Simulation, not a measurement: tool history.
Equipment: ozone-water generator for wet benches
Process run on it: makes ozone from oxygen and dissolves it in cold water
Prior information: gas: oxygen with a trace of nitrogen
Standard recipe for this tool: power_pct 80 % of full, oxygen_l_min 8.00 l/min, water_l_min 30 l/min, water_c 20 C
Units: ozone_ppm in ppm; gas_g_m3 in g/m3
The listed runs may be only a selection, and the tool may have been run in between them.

run 1 hour=0.0 | power_pct=80 oxygen_l_min=8.00 water_l_min=30 water_c=20 | ozone_ppm=20.6 gas_g_m3=178.0
run 2 hour=91.5 | power_pct=80 oxygen_l_min=8.00 water_l_min=30 water_c=12 | ozone_ppm=22.6 gas_g_m3=177.2
run 3 hour=163.6 | power_pct=80 oxygen_l_min=8.00 water_l_min=30 water_c=12 | ozone_ppm=22.7 gas_g_m3=178.9
run 4 hour=216.0 | power_pct=80 oxygen_l_min=8.00 water_l_min=30 water_c=12 | ozone_ppm=22.5 gas_g_m3=178.7
run 5 hour=291.0 | power_pct=80 oxygen_l_min=8.00 water_l_min=30 water_c=12 | ozone_ppm=22.7 gas_g_m3=178.5
run 6 hour=348.4 | power_pct=80 oxygen_l_min=8.00 water_l_min=30 water_c=23 | ozone_ppm=19.4 gas_g_m3=178.6
run 7 hour=437.4 | power_pct=80 oxygen_l_min=8.00 water_l_min=30 water_c=23 | ozone_ppm=19.4 gas_g_m3=178.6
run 8 hour=517.5 | power_pct=80 oxygen_l_min=8.00 water_l_min=30 water_c=20 | ozone_ppm=20.5 gas_g_m3=178.9
run 9 hour=593.0 | power_pct=80 oxygen_l_min=8.00 water_l_min=30 water_c=20 | ozone_ppm=20.5 gas_g_m3=179.5
run 10 hour=636.5 | power_pct=80 oxygen_l_min=8.00 water_l_min=30 water_c=17 | ozone_ppm=21.6 gas_g_m3=180.3
run 11 hour=686.8 | power_pct=80 oxygen_l_min=8.00 water_l_min=30 water_c=17 | ozone_ppm=21.2 gas_g_m3=181.5
run 12 hour=728.5 | power_pct=80 oxygen_l_min=8.00 water_l_min=24 water_c=20 | ozone_ppm=23.5 gas_g_m3=179.6
run 13 hour=798.6 | power_pct=80 oxygen_l_min=8.00 water_l_min=24 water_c=20 | ozone_ppm=23.9 gas_g_m3=180.6
run 14 hour=867.0 | power_pct=80 oxygen_l_min=8.00 water_l_min=24 water_c=20 | ozone_ppm=23.8 gas_g_m3=181.3
run 15 hour=944.7 | power_pct=52 oxygen_l_min=8.00 water_l_min=24 water_c=20 | ozone_ppm=16.5 gas_g_m3=127.5
run 16 hour=995.7 | power_pct=52 oxygen_l_min=8.00 water_l_min=24 water_c=20 | ozone_ppm=16.3 gas_g_m3=126.0
-- hour=1026.0 gauge calibrated
run 17 hour=1067.2 | power_pct=59 oxygen_l_min=4.39 water_l_min=30 water_c=20 | ozone_ppm=15.1 gas_g_m3=187.2
run 18 hour=1136.2 | power_pct=85 oxygen_l_min=4.94 water_l_min=30 water_c=20 | ozone_ppm=20.5 gas_g_m3=242.1
run 19 hour=1175.9 | power_pct=45 oxygen_l_min=8.00 water_l_min=30 water_c=13 | ozone_ppm=13.9 gas_g_m3=109.7
run 20 hour=1232.5 | power_pct=80 oxygen_l_min=8.18 water_l_min=30 water_c=24 | ozone_ppm=19.3 gas_g_m3=175.9
run 21 hour=1293.4 | power_pct=80 oxygen_l_min=8.18 water_l_min=30 water_c=21 | ozone_ppm=20.1 gas_g_m3=175.8
run 22 hour=1336.0 | power_pct=85 oxygen_l_min=8.64 water_l_min=30 water_c=17 | ozone_ppm=22.4 gas_g_m3=179.6
run 23 hour=1392.4 | power_pct=47 oxygen_l_min=8.67 water_l_min=33 water_c=26 | ozone_ppm=10.8 gas_g_m3=108.2
run 24 hour=1465.7 | power_pct=92 oxygen_l_min=7.79 water_l_min=32 water_c=19 | ozone_ppm=22.4 gas_g_m3=203.9
run 25 hour=1551.8 | power_pct=92 oxygen_l_min=7.79 water_l_min=32 water_c=19 | ozone_ppm=22.0 gas_g_m3=205.7
run 26 hour=1592.9 | power_pct=92 oxygen_l_min=7.79 water_l_min=32 water_c=19 | ozone_ppm=22.1 gas_g_m3=206.2
run 27 hour=1634.7 | power_pct=92 oxygen_l_min=7.79 water_l_min=32 water_c=19 | ozone_ppm=21.9 gas_g_m3=203.7
run 28 hour=1674.7 | power_pct=80 oxygen_l_min=10.74 water_l_min=30 water_c=20 | ozone_ppm=20.3 gas_g_m3=153.9
run 29 hour=1726.8 | power_pct=93 oxygen_l_min=7.46 water_l_min=30 water_c=20 | ozone_ppm=22.9 gas_g_m3=211.8
run 30 hour=1801.0 | power_pct=48 oxygen_l_min=7.46 water_l_min=30 water_c=15 | ozone_ppm=14.2 gas_g_m3=120.2
run 31 hour=1848.6 | power_pct=96 oxygen_l_min=8.00 water_l_min=30 water_c=28 | ozone_ppm=21.0 gas_g_m3=212.0
run 32 hour=1895.8 | power_pct=96 oxygen_l_min=8.00 water_l_min=30 water_c=28 | ozone_ppm=20.9 gas_g_m3=215.0

Here are 5 independent what-if runs from the current tool condition. What would each one return?
run A hour=1950.4 | power_pct=80 oxygen_l_min=5.32 water_l_min=30 water_c=20 | ozone_ppm=? gas_g_m3=?
run B hour=1950.4 | power_pct=80 oxygen_l_min=6.23 water_l_min=23 water_c=25 | ozone_ppm=? gas_g_m3=?
run C hour=1950.4 | power_pct=96 oxygen_l_min=12.81 water_l_min=42 water_c=16 | ozone_ppm=? gas_g_m3=?
run D hour=1950.4 | power_pct=80 oxygen_l_min=8.00 water_l_min=30 water_c=13 | ozone_ppm=? gas_g_m3=?
run E hour=1950.4 | power_pct=80 oxygen_l_min=7.81 water_l_min=30 water_c=20 | ozone_ppm=? gas_g_m3=?

run=A ozone_ppm=20.1 gas_g_m3=224.5
run=B ozone_ppm=22.5 gas_g_m3=206.8
run=C ozone_ppm=19.6 gas_g_m3=165.4
run=D ozone_ppm=22.8 gas_g_m3=182.6
run=E ozone_ppm=20.1 gas_g_m3=185.6
Without the tool's unlogged condition, the same runs would have read:
run=A ozone_ppm=20.1 gas_g_m3=218.8
run=B ozone_ppm=22.6 gas_g_m3=201.6
run=C ozone_ppm=19.6 gas_g_m3=161.3
run=D ozone_ppm=22.8 gas_g_m3=178.0
run=E ozone_ppm=20.2 gas_g_m3=181.0
